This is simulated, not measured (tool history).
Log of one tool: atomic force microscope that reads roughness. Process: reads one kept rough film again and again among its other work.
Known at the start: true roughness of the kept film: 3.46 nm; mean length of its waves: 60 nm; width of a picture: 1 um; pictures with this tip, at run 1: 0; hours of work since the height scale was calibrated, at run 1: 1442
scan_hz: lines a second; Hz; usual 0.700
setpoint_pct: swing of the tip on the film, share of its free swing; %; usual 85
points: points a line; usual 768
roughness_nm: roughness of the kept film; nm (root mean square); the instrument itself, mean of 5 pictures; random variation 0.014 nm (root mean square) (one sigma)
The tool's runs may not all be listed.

run	day	scan_hz	setpoint_pct	points	pictures with this tip	hours of work since the height scale was calibrated	roughness_nm
1	0.000	0.700	85	768	0	1442	3.291
2	1.508	0.700	85	768	42	1463	3.285
3	3.542	0.700	85	768	99	1490	3.263
4	6.717	0.700	85	768	187	1534	3.287
5	9.512	0.700	85	768	265	1572	3.255
# day 11.258: new tip fitted
6	11.429	0.700	85	768	5	1598	3.288
7	14.225	0.700	85	696	83	1637	3.295
8	16.067	0.700	85	256	134	1662	3.289
9	18.792	0.700	85	256	210	1699	3.270
10	21.342	0.561	85	357	281	1734	3.289
# day 22.483: new tip fitted
11	23.583	0.654	81	688	30	1765	3.300
12	25.312	0.654	81	688	78	1788	3.299
13	28.788	0.654	73	611	175	1836	3.334
14	32.125	0.654	76	277	267	1882	3.295
# day 33.717: new tip fitted
15	33.754	3.894	85	768	1	1904	2.952
16	36.900	0.516	84	925	89	1947	3.311
17	40.288	0.700	85	357	183	1993	3.276
18	42.371	0.700	85	357	241	2022	3.309

5 ways to go on from here, each from the tool as it stands after run 18. What would each give?
# day 44.967: new tip fitted
A	45.792	1.133	67	357	23	2068	?
# day 44.967: new tip fitted
B	45.792	1.095	69	357	23	2068	?
# day 44.967: new tip fitted
C	45.792	0.871	85	768	23	2068	?
# day 44.967: new tip fitted
D	45.792	1.466	62	401	23	2068	?
# day 44.967: new tip fitted
E	45.792	0.700	85	296	23	2068	?

run	roughness_nm
A	3.309
B	3.295
C	3.263
D	3.318
E	3.273
Without the tool's hidden state the same runs would have given:
run	roughness_nm
A	3.312
B	3.298
C	3.265
D	3.320
E	3.275
